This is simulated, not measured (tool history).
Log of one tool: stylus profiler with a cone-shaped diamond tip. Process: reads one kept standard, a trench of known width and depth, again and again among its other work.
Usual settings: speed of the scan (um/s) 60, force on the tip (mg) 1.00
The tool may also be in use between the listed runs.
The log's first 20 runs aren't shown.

run,day,speed of the scan (um/s),force on the tip (mg),depth of the trench (nm),width of the trench's floor (um)
21,60.446,60,1.44,201.39,27.18
22,62.392,54,0.52,200.70,26.98
23,65.496,54,0.52,200.72,26.95
24,68.362,130,1.15,201.27,26.63
25,71.308,22,1.00,201.15,27.32
26,74.458,49,0.35,200.61,26.96
27,77.771,139,1.62,201.61,26.69
28,81.154,139,1.62,201.62,26.73
29,84.638,70,2.22,201.91,27.11
30,87.046,18,0.66,200.94,27.32
31,89.000,31,0.86,201.16,27.17
32,90.975,198,0.55,200.89,25.48

5 ways to go on from here, each from the tool as it stands after run 32. What would each give?
A,93.946,60,0.39,?,?
B,93.946,33,1.36,?,?
C,93.946,16,1.00,?,?
D,93.946,23,0.41,?,?
E,93.946,86,2.99,?,?

run,depth of the trench (nm),width of the trench's floor (um)
A,200.75,26.74
B,201.45,27.26
C,201.19,27.32
D,200.73,27.22
E,202.42,27.05
Without the tool's hidden state the same runs would have given:
run,depth of the trench (nm),width of the trench's floor (um)
A,200.59,27.33
B,201.30,27.85
C,201.04,27.91
D,200.57,27.82
E,202.26,27.65
